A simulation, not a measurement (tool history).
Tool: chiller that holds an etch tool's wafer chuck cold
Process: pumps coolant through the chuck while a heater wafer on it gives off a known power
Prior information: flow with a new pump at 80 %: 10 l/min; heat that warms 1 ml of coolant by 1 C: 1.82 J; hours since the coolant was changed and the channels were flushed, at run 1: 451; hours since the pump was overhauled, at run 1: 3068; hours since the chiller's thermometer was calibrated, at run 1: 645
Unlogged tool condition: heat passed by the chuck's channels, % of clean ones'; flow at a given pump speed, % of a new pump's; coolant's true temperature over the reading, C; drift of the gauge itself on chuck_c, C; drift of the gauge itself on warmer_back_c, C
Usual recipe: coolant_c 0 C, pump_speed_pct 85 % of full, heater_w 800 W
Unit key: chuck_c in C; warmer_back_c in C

run	hour	coolant_c	pump_speed_pct	heater_w	hours since the coolant was changed and the channels were flushed	hours since the pump was overhauled	hours since the chiller's thermometer was calibrated	chuck_c	warmer_back_c
1	0	0	85	800	451	3068	645	8.6	2.62
2	60.2	0	85	800	511	3128	706	8.4	2.6
3	161.4	0	85	800	612	3229	807	8.7	2.56
4	261.4	0	85	800	712	3329	907	8.5	2.6
5	373.9	-4	85	800	825	3442	1019	4.6	2.6
6	422.5	0	85	800	874	3491	1068	8.7	2.6
7	496.7	0	85	800	948	3565	1142	8.7	2.61
8	599.8	-3	95	667	1051	3668	1245	4	1.9
9	693.6	-3	95	667	1145	3762	1339	3.9	1.96
10	755.8	-6	82	578	1207	3824	1401	0.8	1.96
11	807.4	-6	82	578	1258	3875	1453	0.4	1.96

Branching from run 11: 5 alternative next runs. What would each branch give?
A	900.4	-6	82	1076	1351	3968	1546	?	?
B	900.4	-6	94	1119	1351	3968	1546	?	?
C	900.4	-8	82	578	1351	3968	1546	?	?
D	900.4	4	85	800	1351	3968	1546	?	?
E	900.4	2	82	1152	1351	3968	1546	?	?

run	chuck_c	warmer_back_c
A	6.3	3.69
B	5.5	3.26
C	-1.3	1.96
D	12.8	2.62
E	15.1	3.96
Stripped of hidden state, with their random variation kept, the same runs would have yielded:
run	chuck_c	warmer_back_c
A	5.4	3.46
B	4.5	3.06
C	-1.9	1.84
D	12.1	2.46
E	14	3.71
